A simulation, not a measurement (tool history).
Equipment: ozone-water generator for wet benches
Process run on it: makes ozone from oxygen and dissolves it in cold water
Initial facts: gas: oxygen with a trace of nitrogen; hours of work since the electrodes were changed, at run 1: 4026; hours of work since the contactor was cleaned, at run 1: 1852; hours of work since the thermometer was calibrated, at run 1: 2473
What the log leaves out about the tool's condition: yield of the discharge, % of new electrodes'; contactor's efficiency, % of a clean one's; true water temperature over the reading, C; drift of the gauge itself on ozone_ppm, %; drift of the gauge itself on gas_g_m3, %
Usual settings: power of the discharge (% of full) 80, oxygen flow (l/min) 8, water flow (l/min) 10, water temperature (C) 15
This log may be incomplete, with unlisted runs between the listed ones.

| run | hour | power of the discharge (% of full) | oxygen flow (l/min) | water flow (l/min) | water temperature (C) | hours of work since the electrodes were changed | hours of work since the contactor was cleaned | hours of work since the thermometer was calibrated | dissolved ozone (ppm) | ozone in the gas ahead of the water (g/m3) |
|---|---|---|---|---|---|---|---|---|---|---|
| 1 | 0 | 80 | 8 | 10 | 15 | 4026 | 1852 | 2473 | 32.9 | 177.8 |
| 2 | 67.5 | 80 | 7.5 | 10 | 15 | 4080 | 1906 | 2528 | 33.4 | 184.9 |
| 3 | 157 | 80 | 7.5 | 10 | 15 | 4152 | 1978 | 2599 | 33.3 | 183.1 |
| 4 | 272.6 | 80 | 7.5 | 10 | 15 | 4245 | 2071 | 2692 | 33.3 | 184.1 |
| 5 | 387.1 | 80 | 8 | 10 | 15 | 4337 | 2163 | 2784 | 32.8 | 177.8 |
| 6 | 456.7 | 80 | 8 | 10 | 15 | 4393 | 2219 | 2840 | 32.9 | 176.9 |
| 7 | 520.3 | 80 | 8 | 10 | 15 | 4444 | 2270 | 2891 | 32.7 | 176.5 |
| 8 | 651.4 | 80 | 8 | 10 | 15 | 4549 | 2375 | 2996 | 32.8 | 175.7 |
| 9 | 726.5 | 46 | 8 | 10 | 15 | 4609 | 2435 | 3056 | 20.8 | 112.6 |
| 10 | 845.5 | 46 | 8 | 10 | 15 | 4704 | 2530 | 3152 | 21.1 | 112.8 |
| 11 | 915.8 | 46 | 8 | 10 | 8 | 4761 | 2587 | 3208 | 24.4 | 113.2 |
| 12 | 992.8 | 80 | 8 | 10 | 15 | 4822 | 2649 | 3270 | 33 | 177.2 |
| 13 | 1090 | 80 | 8 | 10 | 15 | 4900 | 2727 | 3348 | 32.9 | 177.3 |
| 14 | 1228.5 | 80 | 8 | 10 | 15 | 5012 | 2838 | 3459 | 32.7 | 176 |
| 15 | 1365.3 | 80 | 8 | 10 | 15 | 5121 | 2947 | 3568 | 32.7 | 177.4 |
| 16 | 1430.6 | 80 | 8 | 10 | 15 | 5174 | 3000 | 3621 | 32.8 | 177.4 |
| 17 | 1565.2 | 52 | 12.59 | 14 | 22 | 5282 | 3108 | 3729 | 14.8 | 97.4 |
| 18 | 1681.5 | 89 | 13.74 | 11 | 10 | 5375 | 3201 | 3822 | 33.7 | 145.3 |
|  | 1698.7 | water thermometer calibrated |
| 19 | 1786 | 89 | 13.81 | 11 | 10 | 5458 | 3284 | 70 | 33.3 | 143.8 |
| 20 | 1884.2 | 89 | 13.81 | 11 | 10 | 5537 | 3363 | 149 | 32.9 | 142.9 |
| 21 | 1995.6 | 80 | 12.75 | 10 | 15 | 5626 | 3452 | 238 | 29.1 | 138.6 |
| 22 | 2113.1 | 59 | 6.8 | 10 | 13 | 5721 | 3547 | 332 | 27.7 | 150.4 |
| 23 | 2188.8 | 80 | 8 | 10 | 16 | 5781 | 3607 | 393 | 32.2 | 176 |
| 24 | 2305.2 | 47 | 4.93 | 9 | 8 | 5875 | 3701 | 486 | 28.4 | 152.5 |
| 25 | 2411.1 | 72 | 7.68 | 9 | 8 | 5960 | 3786 | 571 | 37.7 | 165.7 |
| 26 | 2548.5 | 47 | 9.2 | 8 | 16 | 6070 | 3896 | 681 | 21.9 | 106.3 |

Branching from run 26: 4 alternative next runs. What would each branch give?
| A | 2683 | 81 | 9.2 | 8 | 8 | 6178 | 4004 | 789 | ? | ? |
| B | 2683 | 89 | 9.2 | 16 | 11 | 6178 | 4004 | 789 | ? | ? |
| C | 2683 | 80 | 8 | 10 | 9 | 6178 | 4004 | 789 | ? | ? |
| D | 2683 | 71 | 4.7 | 8 | 16 | 6178 | 4004 | 789 | ? | ? |

| run | dissolved ozone (ppm) | ozone in the gas ahead of the water (g/m3) |
|---|---|---|
| A | 42.1 | 167.3 |
| B | 29.1 | 179.7 |
| C | 37.5 | 176.4 |
| D | 36.1 | 213.4 |
Stripped of hidden state, with their random variation kept, the same runs would have yielded:
| run | dissolved ozone (ppm) | ozone in the gas ahead of the water (g/m3) |
|---|---|---|
| A | 42.2 | 167.8 |
| B | 29.2 | 180.2 |
| C | 37.6 | 176.8 |
| D | 36.2 | 213.9 |
